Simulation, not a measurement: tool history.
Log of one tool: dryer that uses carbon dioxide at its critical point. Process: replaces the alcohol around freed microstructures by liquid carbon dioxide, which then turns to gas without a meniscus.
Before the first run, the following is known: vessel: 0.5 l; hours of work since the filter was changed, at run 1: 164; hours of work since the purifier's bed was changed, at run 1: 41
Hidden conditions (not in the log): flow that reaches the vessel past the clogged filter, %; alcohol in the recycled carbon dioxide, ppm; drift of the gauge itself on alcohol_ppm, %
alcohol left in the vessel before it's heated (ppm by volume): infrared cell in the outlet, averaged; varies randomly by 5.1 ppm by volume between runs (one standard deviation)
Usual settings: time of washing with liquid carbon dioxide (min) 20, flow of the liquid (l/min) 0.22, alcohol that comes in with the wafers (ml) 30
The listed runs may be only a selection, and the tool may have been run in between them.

| run | day | time of washing with liquid carbon dioxide (min) | flow of the liquid (l/min) | alcohol that comes in with the wafers (ml) | hours of work since the filter was changed | hours of work since the purifier's bed was changed | alcohol left in the vessel before it's heated (ppm by volume) |
|---|---|---|---|---|---|---|---|
| 1 | 0 | 20 | 0.22 | 30 | 164 | 41 | 92 |
| 2 | 0.429 | 28 | 0.22 | 30 | 170 | 48 | 18 |
| 3 | 0.829 | 28 | 0.22 | 30 | 176 | 54 | 10 |
| 4 | 1.117 | 28 | 0.22 | 30 | 181 | 58 | 17 |
| 5 | 1.504 | 20 | 0.22 | 30 | 186 | 64 | 96 |
| 6 | 1.696 | 15 | 0.22 | 30 | 189 | 67 | 450 |
| 7 | 1.988 | 20 | 0.218 | 30 | 194 | 71 | 95 |
| 8 | 2.283 | 20 | 0.218 | 30 | 198 | 75 | 104 |
| 9 | 2.704 | 20 | 0.218 | 30 | 204 | 82 | 109 |
| 10 | 2.958 | 20 | 0.218 | 30 | 208 | 86 | 102 |
| 11 | 3.204 | 30 | 0.22 | 30 | 212 | 89 | 11 |
| 12 | 3.629 | 30 | 0.183 | 39 | 218 | 96 | 40 |
| 13 | 3.833 | 20 | 0.22 | 35 | 221 | 99 | 123 |
| 14 | 4.183 | 20 | 0.22 | 35 | 227 | 104 | 123 |
| 15 | 4.508 | 24 | 0.22 | 41 | 232 | 109 | 56 |
| 16 | 4.767 | 28 | 0.167 | 77 | 235 | 113 | 220 |
|  | 5.104 | inlet filter changed |
| 17 | 5.162 | 23 | 0.137 | 33 | 1 | 118 | 493 |
| 18 | 5.546 | 14 | 0.243 | 29 | 7 | 124 | 255 |
| 19 | 5.875 | 13 | 0.17 | 30 | 12 | 129 | 1821 |
| 20 | 6.138 | 14 | 0.22 | 115 | 16 | 133 | 1577 |
| 21 | 6.446 | 16 | 0.22 | 77 | 20 | 137 | 541 |

What if the next run were any one of these 4? Each begins from the tool's condition after run 21:
| A | 6.871 | 20 | 0.22 | 46 | 27 | 144 | ? |
| B | 6.871 | 22 | 0.205 | 27 | 27 | 144 | ? |
| C | 6.871 | 20 | 0.194 | 73 | 27 | 144 | ? |
| D | 6.871 | 25 | 0.212 | 22 | 27 | 144 | ? |

| run | alcohol left in the vessel before it's heated (ppm by volume) |
|---|---|
| A | 93 |
| B | 67 |
| C | 326 |
| D | 25 |
Had the tool no hidden state, the same runs would have come out as:
| run | alcohol left in the vessel before it's heated (ppm by volume) |
|---|---|
| A | 73 |
| B | 50 |
| C | 286 |
| D | 11 |

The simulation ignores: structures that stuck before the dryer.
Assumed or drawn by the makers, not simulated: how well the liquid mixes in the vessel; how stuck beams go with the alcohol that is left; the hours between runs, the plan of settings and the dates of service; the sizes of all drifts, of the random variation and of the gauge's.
